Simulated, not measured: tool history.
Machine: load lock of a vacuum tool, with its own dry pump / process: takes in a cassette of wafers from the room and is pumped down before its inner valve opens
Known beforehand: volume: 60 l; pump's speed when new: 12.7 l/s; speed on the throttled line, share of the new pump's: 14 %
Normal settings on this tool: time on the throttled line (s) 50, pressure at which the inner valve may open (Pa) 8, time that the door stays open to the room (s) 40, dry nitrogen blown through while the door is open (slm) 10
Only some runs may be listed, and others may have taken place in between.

| run | day | time on the throttled line (s) | pressure at which the inner valve may open (Pa) | time that the door stays open to the room (s) | dry nitrogen blown through while the door is open (slm) | incoming humidity of the room's air, % | time from the closed door until the inner valve may open (s) | rise of the pressure with all valves shut (Pa/min) |
|---|---|---|---|---|---|---|---|---|
| 1 | 0.000 | 50 | 8 | 40 | 10 | 45.4 | 89.8 | 0.072 |
| 2 | 2.629 | 40 | 8 | 40 | 10 | 42.7 | 82.6 | 0.069 |
| 3 | 7.117 | 50 | 8 | 40 | 10 | 48.0 | 91.3 | 0.075 |
| 4 | 9.212 | 92 | 8 | 40 | 10 | 45.2 | 126.9 | 0.076 |
| 5 | 11.538 | 50 | 8 | 40 | 6 | 44.9 | 91.1 | 0.076 |
| 6 | 13.775 | 84 | 8 | 40 | 6 | 45.7 | 119.3 | 0.086 |
| 7 | 16.871 | 67 | 10 | 41 | 8 | 48.5 | 103.3 | 0.087 |
| 8 | 19.704 | 67 | 10 | 41 | 8 | 45.7 | 104.1 | 0.084 |
| 9 | 23.346 | 67 | 10 | 41 | 8 | 44.4 | 104.5 | 0.085 |
| 10 | 26.783 | 67 | 10 | 41 | 8 | 44.9 | 104.3 | 0.091 |
| 11 | 30.942 | 69 | 8 | 40 | 10 | 47.6 | 107.4 | 0.096 |

Selected run-to-run steps in time from the closed door until the inner valve may open (s), each split into two signed amounts: the part the tool would show with no hidden state at all (from settings, incoming material and random variation), and the remainder, which goes to the hidden state together with any gauge scatter not common to the measured and the hidden-state-free results:
Hidden conditions of the tool in this case: pump's speed, % of a new pump's; leak at the door's seal, Pa l/s; drift of the gauge itself on ready_s, %; drift of the gauge itself on rise_pa_min, %.
Run 4 -> 5: time on the throttled line (s) 92 -> 50, dry nitrogen blown through while the door is open (slm) 10 -> 6. time from the closed door until the inner valve may open (s) -35.8: hidden state +0.5, all else -36.3.
